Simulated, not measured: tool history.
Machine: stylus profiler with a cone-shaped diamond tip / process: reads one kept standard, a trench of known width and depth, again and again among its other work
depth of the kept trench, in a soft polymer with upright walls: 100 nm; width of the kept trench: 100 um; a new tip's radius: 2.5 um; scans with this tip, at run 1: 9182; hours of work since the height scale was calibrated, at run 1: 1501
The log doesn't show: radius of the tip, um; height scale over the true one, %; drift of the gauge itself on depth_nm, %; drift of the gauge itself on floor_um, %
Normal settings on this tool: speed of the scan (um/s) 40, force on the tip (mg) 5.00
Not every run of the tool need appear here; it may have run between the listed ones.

| run | day | speed of the scan (um/s) | force on the tip (mg) | scans with this tip | hours of work since the height scale was calibrated | depth of the trench (angstrom) | width of the trench's floor (µm) |
|---|---|---|---|---|---|---|---|
| 1 | 0.000 | 40 | 5.00 | 9182 | 1501 | 1016.2 | 98.14 |
| 2 | 3.417 | 40 | 2.12 | 9458 | 1546 | 1009.7 | 98.10 |
| 3 | 6.575 | 40 | 6.58 | 9713 | 1588 | 1019.6 | 98.14 |
| 4 | 10.362 | 40 | 6.58 | 10019 | 1638 | 1019.1 | 98.10 |
| 5 | 14.229 | 40 | 6.58 | 10331 | 1689 | 1019.2 | 98.08 |
|  | 14.625 | height scale calibrated on a step standard |
| 6 | 17.371 | 40 | 6.58 | 10583 | 36 | 1019.8 | 98.12 |
| 7 | 20.196 | 17 | 2.35 | 10811 | 74 | 1011.3 | 98.10 |

Forecast run 8:
| 8 | 24.238 | 17 | 2.35 | 11138 | 127 | ? | ? |

depth of the trench (angstrom): 1011.5
width of the trench's floor (µm): 98.16
Without the tool's hidden state the same run would have given depth of the trench (angstrom) 1008.8, width of the trench's floor (µm) 98.55.
